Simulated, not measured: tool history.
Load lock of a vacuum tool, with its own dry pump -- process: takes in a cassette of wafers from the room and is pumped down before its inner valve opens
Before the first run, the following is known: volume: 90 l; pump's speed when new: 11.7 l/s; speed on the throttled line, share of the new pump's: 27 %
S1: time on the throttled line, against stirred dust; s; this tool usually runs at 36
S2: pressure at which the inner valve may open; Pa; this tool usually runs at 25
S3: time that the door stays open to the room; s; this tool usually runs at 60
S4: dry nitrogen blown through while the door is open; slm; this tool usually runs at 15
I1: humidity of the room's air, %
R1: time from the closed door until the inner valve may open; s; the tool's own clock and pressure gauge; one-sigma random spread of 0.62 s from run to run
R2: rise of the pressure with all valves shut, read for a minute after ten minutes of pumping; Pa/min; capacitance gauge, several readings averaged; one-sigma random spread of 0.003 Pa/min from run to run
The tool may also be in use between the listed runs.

run    hour  S1  S2  S3  S4    I1     R1     R2
  1     0.0  36  25  60  15  49.3   96.5  0.027
  2   127.9  36  26  60  15  45.3   97.4  0.035
  3   267.4  36  25  60  15  43.7   97.1  0.034
  4   524.2  36  25  60  15  42.5   98.6  0.032
  5   718.1  36  25  60  15  44.4   97.2  0.031
  6   852.2  36  25  60  15  44.1   98.1  0.033
  7  1112.7  36  25  60   5  46.7   98.8  0.048
  8  1274.5  36  25  60   5  42.6   98.1  0.041
  9  1489.1  36  25  60   5  43.6   98.4  0.041
 10  1673.1  36  25  60   5  44.1   99.2  0.051
 11  1920.5  36  25  60  15  46.2   99.0  0.030
 12  2148.9  36  25  60  15  44.1   98.4  0.030
 13  2292.3  23  25  60  15  44.0   90.7  0.034
 14  2418.3  23  25  60  15  42.1   89.3  0.030
 15  2577.7  23  43  60  15  45.4   86.4  0.038
 16  2810.5  36  25  60  15  45.0  100.8  0.036
 17  2937.8  36  25  60   6  42.1  100.9  0.042
 18  3083.6  18  35  28  22  44.5   84.4  0.024
 19  3274.4  18  35  28  22  45.1   84.3  0.017
 20  3386.8  53  35  53  22  42.9  107.9  0.028
 21  3557.7  53  35  50  19  44.8  108.3  0.028
 22  3796.4  53  35  50  19  43.5  108.8  0.028
 23  3979.5  53  35  50  19  47.1  107.7  0.029

Run 24 has not been measured yet. What should we expect?
 24  4178.7  23  25  60  16  48.2   ?   ?

Run 24 produced R1 92.3 s, R2 0.039 Pa/min.
Take away the tool's hidden state, keep the run-to-run variation as it was, and the same run would have given R1 81.1 s, R2 0.034 Pa/min.
